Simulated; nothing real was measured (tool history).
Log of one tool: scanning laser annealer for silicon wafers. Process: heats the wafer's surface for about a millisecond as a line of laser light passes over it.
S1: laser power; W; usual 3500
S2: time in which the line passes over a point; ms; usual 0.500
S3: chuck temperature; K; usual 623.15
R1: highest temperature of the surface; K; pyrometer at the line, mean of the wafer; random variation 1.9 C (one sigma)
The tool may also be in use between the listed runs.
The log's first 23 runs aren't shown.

run,hour,S1,S2,S3,R1
24,1634.1,3272,0.560,605.15,1384.15
25,1716.2,3827,0.556,661.15,1577.15
26,1761.4,3796,0.500,617.15,1482.15
27,1817.8,3796,0.500,617.15,1482.15
28,1900.7,3134,0.502,623.15,1327.15
# hour 1983.6: optics aligned, line set to its width
29,1997.1,3134,0.502,623.15,1333.15
30,2038.4,3134,0.502,623.15,1330.15
# hour 2083.7: window over the wafer cleaned
31,2123.5,3134,0.502,623.15,1345.15
32,2184.9,3399,0.502,614.15,1398.15
33,2236.7,3204,0.502,639.15,1374.15
34,2313.8,3106,0.409,593.15,1236.15
35,2356.9,3106,0.409,593.15,1239.15
36,2407.0,2996,0.424,623.15,1252.15
37,2460.1,2996,0.424,623.15,1250.15
38,2514.1,2996,0.424,623.15,1252.15
39,2560.6,2996,0.424,623.15,1251.15
40,2603.7,3500,0.567,623.15,1471.15
41,2679.0,3822,0.502,607.15,1480.15

3 ways to go on from here, each from the tool as it stands after run 41. What would each give?
A,2724.6,3500,0.500,640.15,?
B,2724.6,3328,0.404,623.15,?
C,2724.6,3822,0.545,655.15,?

run,R1
A,1433.15
B,1305.15
C,1561.15
Without the tool's hidden state the same runs would have given:
run,R1
A,1474.15
B,1340.15
C,1607.15
